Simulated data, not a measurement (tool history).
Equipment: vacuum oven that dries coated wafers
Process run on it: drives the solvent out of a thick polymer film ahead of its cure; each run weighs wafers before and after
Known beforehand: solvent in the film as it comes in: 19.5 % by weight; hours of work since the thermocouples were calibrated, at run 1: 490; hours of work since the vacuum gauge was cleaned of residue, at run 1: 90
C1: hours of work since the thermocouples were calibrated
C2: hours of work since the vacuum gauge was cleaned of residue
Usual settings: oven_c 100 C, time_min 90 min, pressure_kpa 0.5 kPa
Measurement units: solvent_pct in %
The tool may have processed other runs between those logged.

Run 1, hour 0: usual settings; C1 490; C2 90. Result: solvent_pct 1.24 %.
Run 2, hour 18.9: usual settings; C1 499; C2 100. Result: solvent_pct 1.18 %.
Run 3, hour 37: usual settings but pressure_kpa 0.252 kPa; C1 509; C2 109. Result: solvent_pct 0.87 %.
Run 4, hour 71.3: usual settings but pressure_kpa 0.252 kPa; C1 527; C2 127. Result: solvent_pct 1.02 %.
Run 5, hour 106.5: usual settings but pressure_kpa 1.476 kPa; C1 545; C2 146. Result: solvent_pct 2.22 %.
Run 6, hour 129.8: usual settings but pressure_kpa 1.476 kPa; C1 557; C2 158. Result: solvent_pct 2.36 %.
Run 7, hour 149.6: usual settings; C1 568; C2 168. Result: solvent_pct 1.28 %.
Run 8, hour 176.6: usual settings but time_min 52 min; C1 582; C2 182. Result: solvent_pct 3.08 %.
Run 9, hour 199.9: usual settings but time_min 52 min; C1 594; C2 194. Result: solvent_pct 3.04 %.
Run 10, hour 216.4: usual settings but oven_c 93 C; C1 603; C2 203. Result: solvent_pct 2.55 %.
Run 11, hour 247.4: usual settings but oven_c 93 C, time_min 52 min; C1 619; C2 219. Result: solvent_pct 5.06 %.
Run 12, hour 281.9: usual settings but oven_c 93 C, time_min 52 min; C1 637; C2 237. Result: solvent_pct 5.03 %.
Run 13, hour 312.6: usual settings but oven_c 93 C; C1 653; C2 253. Result: solvent_pct 2.43 %.
Run 14, hour 344.9: usual settings; C1 670; C2 270. Result: solvent_pct 1.34 %.
Run 15, hour 378.2: usual settings; C1 687; C2 288. Result: solvent_pct 1.46 %.
Run 16, hour 410.9: usual settings; C1 704; C2 305. Result: solvent_pct 1.31 %.
Run 17, hour 428.7: usual settings but time_min 62 min, pressure_kpa 1.389 kPa; C1 714; C2 314. Result: solvent_pct 3.4 %.
Run 18, hour 455.5: usual settings but oven_c 102 C, time_min 129 min, pressure_kpa 0.888 kPa; C1 728; C2 328. Result: solvent_pct 1.16 %.
Run 19, hour 479.7: usual settings but oven_c 105 C, time_min 126 min, pressure_kpa 0.86 kPa; C1 740; C2 341. Result: solvent_pct 0.97 %.
Run 20, hour 513: usual settings but oven_c 92 C, time_min 126 min, pressure_kpa 1.035 kPa; C1 758; C2 358. Result: solvent_pct 2.52 %.
Run 21, hour 542.7: usual settings but oven_c 92 C, time_min 158 min, pressure_kpa 0.901 kPa; C1 773; C2 374. Result: solvent_pct 1.96 %.

What does the tool deliver on the next run?
Run 22, hour 560.2: usual settings but oven_c 92 C, time_min 158 min, pressure_kpa 0.901 kPa; C1 782; C2 383. Result: solvent_pct ?.

Run 22 measured solvent_pct 2.02 %.
The same run, on a tool lacking any hidden state, would have yielded solvent_pct 1.64 %.
